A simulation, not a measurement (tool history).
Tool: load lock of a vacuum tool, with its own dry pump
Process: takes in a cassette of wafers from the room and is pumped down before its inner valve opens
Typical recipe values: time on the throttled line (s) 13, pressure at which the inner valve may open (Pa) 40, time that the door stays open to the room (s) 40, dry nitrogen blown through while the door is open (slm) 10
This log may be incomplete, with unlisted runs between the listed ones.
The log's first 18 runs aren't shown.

run,hour,time on the throttled line (s),pressure at which the inner valve may open (Pa),time that the door stays open to the room (s),dry nitrogen blown through while the door is open (slm),"incoming humidity of the room's air, %",time from the closed door until the inner valve may open (s),rise of the pressure with all valves shut (Pa/min)
19,4370.1,13,52,40,10,45.2,19.86,0.072
20,4648.6,13,52,40,10,45.0,19.72,0.080
21,4872.3,13,54,34,10,45.6,19.81,0.086
22,5069.8,13,54,34,10,46.7,19.68,0.081
23,5217.4,13,54,34,10,46.1,19.72,0.094
24,5529.0,13,54,34,10,46.1,19.62,0.100
25,5815.3,13,30,59,10,44.2,20.61,0.120
26,6032.1,15,40,40,10,43.6,21.62,0.118
27,6224.3,13,29,40,17,45.7,20.55,0.121
28,6491.6,13,29,40,17,43.3,20.61,0.132
29,6819.7,13,29,40,17,40.9,20.67,0.150
30,7060.3,13,40,60,5,45.4,20.20,0.177
31,7386.4,13,40,60,5,45.7,20.28,0.187
32,7606.7,13,40,60,5,43.4,20.19,0.199
33,7805.5,13,32,40,10,43.9,20.66,0.202
34,8062.8,13,32,40,10,45.4,20.54,0.216
35,8240.1,13,32,40,10,46.6,20.60,0.227
36,8481.8,19,32,113,10,45.3,25.21,0.251

3 ways to go on from here, each from the tool as it stands after run 36. What would each give?
A,8756.2,17,32,184,7,47.5,?,?
B,8756.2,7,40,67,10,48.2,?,?
C,8756.2,9,77,161,10,44.7,?,?

run,time from the closed door until the inner valve may open (s),rise of the pressure with all valves shut (Pa/min)
A,23.52,0.286
B,15.62,0.262
C,16.44,0.276
Take away the tool's hidden state, keep each run's random variation, and the runs would have read:
run,time from the closed door until the inner valve may open (s),rise of the pressure with all valves shut (Pa/min)
A,22.62,0.075
B,14.44,0.051
C,15.45,0.065
